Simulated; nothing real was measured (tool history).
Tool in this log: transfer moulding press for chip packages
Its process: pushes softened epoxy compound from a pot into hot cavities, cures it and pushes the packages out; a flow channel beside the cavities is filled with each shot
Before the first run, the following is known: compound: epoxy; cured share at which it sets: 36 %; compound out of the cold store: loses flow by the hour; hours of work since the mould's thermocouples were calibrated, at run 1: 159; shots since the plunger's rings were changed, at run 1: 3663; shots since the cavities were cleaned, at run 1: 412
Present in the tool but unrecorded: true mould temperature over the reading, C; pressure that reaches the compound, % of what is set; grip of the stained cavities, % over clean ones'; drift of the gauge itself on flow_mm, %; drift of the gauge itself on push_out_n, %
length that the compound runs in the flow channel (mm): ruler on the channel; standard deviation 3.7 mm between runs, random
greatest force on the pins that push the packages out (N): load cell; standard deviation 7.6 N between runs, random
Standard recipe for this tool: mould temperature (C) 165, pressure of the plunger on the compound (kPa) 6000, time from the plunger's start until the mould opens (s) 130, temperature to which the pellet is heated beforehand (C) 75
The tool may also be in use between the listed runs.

run   hour  mould temperature (C)  pressure of the plunger on the compound (kPa)  time from the plunger's start until the mould opens (s)  temperature to which the pellet is heated beforehand (C)  hours of work since the mould's thermocouples were calibrated  shots since the plunger's rings were changed  shots since the cavities were cleaned  incoming compound's hours out of the cold store  length that the compound runs in the flow channel (mm)  greatest force on the pins that push the packages out (N)
  1    0.0                    165                                           6000                                                      130                                                        75                                                            159                                          3663                                    412                                             41.2                                                     504                                                        505
  2    4.5                    165                                           6000                                                      130                                                        75                                                            162                                          3706                                    455                                             24.8                                                     536                                                        495
  3   12.8                    165                                           6000                                                      130                                                        75                                                            168                                          3785                                    534                                             22.3                                                     543                                                        531
      16.2  -- cavities cleaned with cleaning compound and waxed
  4   23.0                    165                                           6000                                                      146                                                        75                                                            173                                          3869                                     65                                             11.2                                                     558                                                        348
  5   31.2                    165                                           6000                                                      130                                                        75                                                            179                                          3947                                    143                                             35.9                                                     515                                                        411
  6   39.0                    165                                           6000                                                      142                                                        75                                                            184                                          4021                                    217                                             24.9                                                     530                                                        420
  7   44.3                    165                                           6000                                                      142                                                        75                                                            187                                          4071                                    267                                             25.9                                                     533                                                        444
  8   51.1                    165                                           6000                                                      142                                                        73                                                            192                                          4136                                    332                                             28.9                                                     523                                                        461
  9   60.4                    165                                           6000                                                      142                                                        73                                                            198                                          4226                                    422                                             39.6                                                     503                                                        484
 10   68.6                    165                                           6000                                                      131                                                        75                                                            203                                          4304                                    500                                             26.9                                                     528                                                        507
      75.6  -- cavities cleaned with cleaning compound and waxed
 11   79.1                    158                                           6000                                                      130                                                        75                                                            209                                          4390                                     34                                             36.6                                                     513                                                        452
 12   84.9                    158                                           5560                                                      130                                                        75                                                            213                                          4445                                     89                                             47.9                                                     474                                                        445
 13   93.6                    158                                           5560                                                      130                                                        75                                                            219                                          4528                                    172                                             39.4                                                     496                                                        529
 14  102.6                    158                                           5560                                                      130                                                        75                                                            225                                          4614                                    258                                             40.0                                                     487                                                        557
 15  107.9                    158                                           5560                                                      130                                                        75                                                            228                                          4664                                    308                                             24.1                                                     515                                                        598
 16  112.3                    158                                           6580                                                      130                                                        75                                                            231                                          4707                                    351                                             31.5                                                     548                                                        603
 17  120.1                    167                                           6000                                                      119                                                        81                                                            236                                          4781                                    425                                             19.3                                                     534                                                        498
 18  124.3                    167                                           6000                                                      119                                                        81                                                            239                                          4821                                    465                                             43.3                                                     487                                                        480
 19  131.4                    167                                           6000                                                      119                                                        81                                                            244                                          4889                                    533                                             38.8                                                     495                                                        503
     135.1  -- cavities cleaned with cleaning compound and waxed
 20  139.7                    167                                           6000                                                      119                                                        81                                                            248                                          4954                                     44                                              8.6                                                     552                                                        365
 21  147.6                    172                                           6630                                                      160                                                        82                                                            254                                          5029                                    119                                             33.3                                                     517                                                        366
 22  156.2                    172                                           6620                                                      160                                                        80                                                            259                                          5112                                    202                                             10.2                                                     563                                                        412
 23  165.8                    165                                           6000                                                      130                                                        65                                                            266                                          5203                                    293                                             43.7                                                     480                                                        453
 24  171.0                    165                                           6000                                                      132                                                        65                                                            269                                          5252                                    342                                             25.8                                                     515                                                        462
 25  177.4                    164                                           4650                                                      116                                                        81                                                            273                                          5314                                    404                                             37.3                                                     437                                                        540
 26  183.5                    159                                           6000                                                      130                                                        75                                                            277                                          5372                                    462                                             36.3                                                     502                                                        595
 27  189.9                    160                                           6000                                                      130                                                        70                                                            281                                          5433                                    523                                             14.6                                                     537                                                        585
     194.6  -- cavities cleaned with cleaning compound and waxed
 28  198.4                    165                                           6960                                                      122                                                        75                                                            286                                          5500                                     37                                             40.4                                                     522                                                        365

5 options for the next run, each taken on its own from the tool as it stands now. Forecast them:
  A  203.4                    168                                           5730                                                      122                                                        75                                                            289                                          5547                                     84                                             29.2                                                       ?                                                          ?
  B  203.4                    165                                           5300                                                      134                                                        69                                                            289                                          5547                                     84                                             13.0                                                       ?                                                          ?
  C  203.4                    165                                           6000                                                      159                                                        75                                                            289                                          5547                                     84                                             40.4                                                       ?                                                          ?
  D  203.4                    169                                           6000                                                      149                                                        76                                                            289                                          5547                                     84                                             29.0                                                       ?                                                          ?
  E  203.4                    165                                           6000                                                      130                                                        76                                                            289                                          5547                                     84                                             32.9                                                       ?                                                          ?

run  length that the compound runs in the flow channel (mm)  greatest force on the pins that push the packages out (N)
  A                                                     491                                                        382
  B                                                     508                                                        372
  C                                                     479                                                        374
  D                                                     508                                                        369
  E                                                     503                                                        383
With the hidden condition removed and each run's random variation left untouched, the same runs would have given:
run  length that the compound runs in the flow channel (mm)  greatest force on the pins that push the packages out (N)
  A                                                     547                                                        326
  B                                                     566                                                        318
  C                                                     535                                                        318
  D                                                     565                                                        314
  E                                                     560                                                        328
